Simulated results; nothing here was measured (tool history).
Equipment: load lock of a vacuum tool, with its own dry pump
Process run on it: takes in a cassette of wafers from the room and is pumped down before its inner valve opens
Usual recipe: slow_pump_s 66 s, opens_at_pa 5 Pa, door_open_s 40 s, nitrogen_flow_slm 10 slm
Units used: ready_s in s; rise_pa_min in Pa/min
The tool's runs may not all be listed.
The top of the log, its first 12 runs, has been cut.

| run | hour | slow_pump_s | opens_at_pa | door_open_s | nitrogen_flow_slm | hours that the pump has run since its overhaul | times that the door has closed on its seal | incoming humidity of the room's air, % | ready_s | rise_pa_min |
|---|---|---|---|---|---|---|---|---|---|---|
| 13 | 771.6 | 93 | 5 | 40 | 10 | 1647 | 26699 | 48.2 | 137.2 | 0.045 |
| 14 | 820 | 59 | 5 | 40 | 10 | 1695 | 26937 | 42.3 | 111.9 | 0.042 |
| 15 | 864.3 | 59 | 5 | 40 | 10 | 1740 | 27155 | 43.7 | 110.8 | 0.039 |
| 16 | 949.5 | 66 | 6 | 40 | 10 | 1825 | 27574 | 46.1 | 116.1 | 0.047 |
| 17 | 1004.7 | 66 | 5 | 40 | 14 | 1880 | 27846 | 45.4 | 117.2 | 0.042 |
| 18 | 1047.8 | 66 | 5 | 40 | 14 | 1923 | 28058 | 40.7 | 117.4 | 0.035 |
| 19 | 1095.9 | 66 | 5 | 40 | 26 | 1971 | 28295 | 44.8 | 116.5 | 0.03 |
| 20 | 1173.9 | 73 | 6 | 49 | 30 | 2049 | 28678 | 44.9 | 120.9 | 0.032 |
| 21 | 1256.5 | 73 | 6 | 49 | 30 | 2132 | 29085 | 41.7 | 122.3 | 0.031 |
| 22 | 1346.9 | 42 | 5 | 56 | 37 | 2222 | 29530 | 43.3 | 99 | 0.036 |
| 23 | 1396.6 | 87 | 6 | 125 | 9 | 2272 | 29774 | 41.1 | 131.7 | 0.07 |
| 24 | 1463.3 | 66 | 5 | 30 | 10 | 2339 | 30103 | 43.5 | 117.2 | 0.034 |
| 25 | 1517.4 | 66 | 7 | 32 | 10 | 2393 | 30369 | 42.8 | 114 | 0.035 |
| 26 | 1567.5 | 51 | 7 | 32 | 10 | 2443 | 30615 | 44.7 | 103.6 | 0.039 |
| 27 | 1647.9 | 66 | 5 | 98 | 4 | 2523 | 31011 | 42 | 117.3 | 0.073 |
| 28 | 1697.2 | 110 | 7 | 102 | 4 | 2572 | 31254 | 46.7 | 146.1 | 0.085 |
| 29 | 1785.7 | 66 | 5 | 121 | 10 | 2661 | 31689 | 47.3 | 117.6 | 0.081 |
| 30 | 1832.1 | 117 | 6 | 38 | 4 | 2707 | 31918 | 44.7 | 154 | 0.043 |
| 31 | 1919.1 | 104 | 5 | 37 | 10 | 2794 | 32346 | 43.5 | 145.3 | 0.037 |
| 32 | 1979 | 66 | 5 | 40 | 19 | 2854 | 32641 | 42.7 | 116.1 | 0.025 |
| 33 | 2024.2 | 66 | 5 | 40 | 19 | 2900 | 32863 | 45.7 | 116.4 | 0.044 |
| 34 | 2079.8 | 66 | 5 | 40 | 19 | 2955 | 33137 | 46.2 | 115.7 | 0.034 |
| 35 | 2127.2 | 66 | 5 | 40 | 19 | 3002 | 33370 | 45.9 | 117.6 | 0.033 |
| 36 | 2203.3 | 40 | 5 | 63 | 6 | 3079 | 33745 | 46.2 | 98.7 | 0.058 |
| 37 | 2248.9 | 40 | 8 | 63 | 30 | 3124 | 33969 | 45.9 | 93.5 | 0.038 |

Predict each of these 4 candidate next runs independently; none follows another, all start after run 37:
| A | 2308.5 | 40 | 8 | 65 | 30 | 3184 | 34262 | 43.4 | ? | ? |
| B | 2308.5 | 44 | 6 | 40 | 10 | 3184 | 34262 | 47.2 | ? | ? |
| C | 2308.5 | 66 | 9 | 40 | 22 | 3184 | 34262 | 43.5 | ? | ? |
| D | 2308.5 | 40 | 6 | 63 | 9 | 3184 | 34262 | 47.5 | ? | ? |

| run | ready_s | rise_pa_min |
|---|---|---|
| A | 92.6 | 0.037 |
| B | 99.3 | 0.049 |
| C | 111.7 | 0.029 |
| D | 96.3 | 0.059 |
Had the tool no hidden state, the same runs would have come out as:
| run | ready_s | rise_pa_min |
|---|---|---|
| A | 92.6 | 0.035 |
| B | 99.3 | 0.048 |
| C | 111.7 | 0.028 |
| D | 96.3 | 0.058 |

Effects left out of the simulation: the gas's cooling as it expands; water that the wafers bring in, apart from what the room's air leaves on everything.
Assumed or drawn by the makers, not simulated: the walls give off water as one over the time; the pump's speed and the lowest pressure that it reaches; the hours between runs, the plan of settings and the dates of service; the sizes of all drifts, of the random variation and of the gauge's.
